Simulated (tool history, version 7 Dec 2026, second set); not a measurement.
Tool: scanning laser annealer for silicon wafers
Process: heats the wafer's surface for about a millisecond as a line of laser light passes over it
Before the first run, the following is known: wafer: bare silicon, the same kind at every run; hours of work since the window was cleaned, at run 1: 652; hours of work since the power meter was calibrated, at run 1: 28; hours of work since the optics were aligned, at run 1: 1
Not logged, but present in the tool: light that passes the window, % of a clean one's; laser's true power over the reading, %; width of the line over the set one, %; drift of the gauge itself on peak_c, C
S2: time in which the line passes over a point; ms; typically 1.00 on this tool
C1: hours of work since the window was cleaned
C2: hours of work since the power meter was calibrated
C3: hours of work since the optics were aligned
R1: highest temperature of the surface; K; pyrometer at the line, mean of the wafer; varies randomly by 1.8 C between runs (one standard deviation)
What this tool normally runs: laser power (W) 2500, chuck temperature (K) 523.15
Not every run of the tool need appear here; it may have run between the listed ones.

Run 1, hour 0.0: usual settings; C1 652; C2 28; C3 1. Result: R1 1316.15 K.
Run 2, hour 20.0: usual settings but laser power (W) 2563; C1 667; C2 43; C3 17. Result: R1 1342.15 K.
Run 3, hour 37.5: usual settings; C1 681; C2 57; C3 30. Result: R1 1317.15 K.
Run 4, hour 55.5: usual settings but chuck temperature (K) 500.15; C1 694; C2 71; C3 44. Result: R1 1295.15 K.
Run 5, hour 71.7: usual settings; C1 707; C2 83; C3 56. Result: R1 1316.15 K.
Run 6, hour 82.8: usual settings; C1 715; C2 92; C3 65. Result: R1 1316.15 K.
Run 7, hour 102.3: usual settings but laser power (W) 2645; C1 730; C2 107; C3 80. Result: R1 1375.15 K.
Run 8, hour 118.5: usual settings but laser power (W) 2645; C1 743; C2 119; C3 92. Result: R1 1376.15 K.
Run 9, hour 135.1: usual settings but laser power (W) 2645, S2 1.04 ms; C1 756; C2 132; C3 105. Result: R1 1392.15 K.
Run 10, hour 144.6: usual settings but laser power (W) 2645, S2 1.04 ms; C1 763; C2 139; C3 112. Result: R1 1389.15 K.
Run 11, hour 161.3: usual settings but laser power (W) 2645, S2 1.04 ms; C1 776; C2 152; C3 125. Result: R1 1391.15 K.
Run 12, hour 172.0: usual settings but laser power (W) 2389; C1 784; C2 160; C3 133. Result: R1 1269.15 K.
Run 13, hour 181.9: usual settings but laser power (W) 2389; C1 792; C2 168; C3 141. Result: R1 1271.15 K.
Run 14, hour 200.2: usual settings but laser power (W) 2389; C1 806; C2 182; C3 155. Result: R1 1269.15 K.
Run 15, hour 209.5: usual settings but laser power (W) 2457; C1 813; C2 189; C3 162. Result: R1 1297.15 K.
Run 16, hour 227.8: usual settings but laser power (W) 2457, S2 1.09 ms; C1 827; C2 203; C3 176. Result: R1 1336.15 K.
Run 17, hour 236.6: usual settings but laser power (W) 2457, S2 1.09 ms; C1 834; C2 210; C3 183. Result: R1 1333.15 K.
Run 18, hour 254.1: usual settings but S2 1.09 ms; C1 847; C2 223; C3 197. Result: R1 1354.15 K.
Run 19, hour 262.8: usual settings but laser power (W) 2386, S2 1.05 ms, chuck temperature (K) 522.15; C1 854; C2 230; C3 203. Result: R1 1285.15 K.
Run 20, hour 282.1: usual settings but laser power (W) 2386, S2 1.05 ms, chuck temperature (K) 522.15; C1 869; C2 245; C3 218. Result: R1 1284.15 K.
Run 21, hour 296.1: usual settings but laser power (W) 2386, S2 1.05 ms, chuck temperature (K) 522.15; C1 879; C2 255; C3 229. Result: R1 1284.15 K.
Run 22, hour 315.7: usual settings but S2 1.13 ms, chuck temperature (K) 510.15; C1 894; C2 271; C3 244. Result: R1 1349.15 K.
Run 23, hour 333.8: usual settings but laser power (W) 2204, S2 1.13 ms, chuck temperature (K) 556.15; C1 908; C2 284; C3 258. Result: R1 1275.15 K.
Run 24, hour 346.3: usual settings but laser power (W) 2630, S2 0.76 ms, chuck temperature (K) 516.15; C1 918; C2 294; C3 267. Result: R1 1236.15 K.
Run 25, hour 362.2: usual settings but S2 0.84 ms; C1 930; C2 306; C3 280. Result: R1 1238.15 K.
Run 26, hour 377.5: usual settings but S2 0.75 ms, chuck temperature (K) 489.15; C1 942; C2 318; C3 291. Result: R1 1155.15 K.
Run 27, hour 387.5: usual settings but laser power (W) 2705, S2 1.21 ms, chuck temperature (K) 522.15; C1 950; C2 326; C3 299. Result: R1 1489.15 K.

Below are 4 alternative next runs, each starting from the tool's condition after run 27. Predict each:
At hour 407.6: window over the wafer cleaned.
Run A, hour 407.6: usual settings but laser power (W) 2571, S2 1.21 ms, chuck temperature (K) 522.15; C1 0; C2 340; C3 313. Result: R1 ?.
At hour 407.6: window over the wafer cleaned.
Run B, hour 407.6: usual settings but laser power (W) 2692, S2 0.74 ms, chuck temperature (K) 560.15; C1 0; C2 340; C3 313. Result: R1 ?.
At hour 407.6: window over the wafer cleaned.
Run C, hour 407.6: usual settings but laser power (W) 2419, S2 0.77 ms, chuck temperature (K) 528.15; C1 0; C2 340; C3 313. Result: R1 ?.
At hour 407.6: window over the wafer cleaned.
Run D, hour 407.6: usual settings but laser power (W) 2705, S2 1.21 ms, chuck temperature (K) 546.15; C1 0; C2 340; C3 313. Result: R1 ?.

run       R1
  A  1450.15
  B  1306.15
  C  1193.15
  D  1535.15
With the hidden condition removed and each run's random variation left untouched, the same runs would have given:
run       R1
  A  1461.15
  B  1315.15
  C  1201.15
  D  1547.15
